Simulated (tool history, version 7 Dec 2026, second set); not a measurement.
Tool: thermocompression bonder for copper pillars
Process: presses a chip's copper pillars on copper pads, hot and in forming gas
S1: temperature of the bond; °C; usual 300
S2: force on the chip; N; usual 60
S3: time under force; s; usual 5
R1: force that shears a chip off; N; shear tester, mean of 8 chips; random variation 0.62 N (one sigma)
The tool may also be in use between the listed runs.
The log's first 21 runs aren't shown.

run	hour	S1	S2	S3	R1
22	297.3	300	39	13	67.9
23	313.8	308	80	9	93.2
24	329.0	314	69	12	90.7
25	342.8	314	69	12	92.2
26	361.4	314	69	12	93.8
27	381.9	290	46	5	53.8
28	394.8	290	46	5	53.8
29	409.2	290	46	5	55.2
30	422.0	306	37	5	49.1
31	434.9	306	37	5	51.0
32	446.0	306	83	5	87.8
33	454.8	316	60	5	76.9
# hour 461.2: forming gas filter changed
34	469.4	316	60	5	82.5
35	483.8	316	60	5	82.6
# hour 490.4: heater calibrated with a thermocouple chip
36	503.2	290	60	6	67.1
37	519.5	306	56	6	71.9
38	529.8	304	70	5	77.7
39	542.4	304	70	5	78.9
40	551.0	281	60	13	75.9
41	559.4	281	60	13	76.6

3 ways to go on from here, each from the tool as it stands after run 41. What would each give?
A	574.9	277	37	5	?
B	574.9	300	39	4	?
C	574.9	289	38	6	?

run	R1
A	34.3
B	43.9
C	43.4
Without the tool's hidden state the same runs would have given:
run	R1
A	33.9
B	43.4
C	43.0
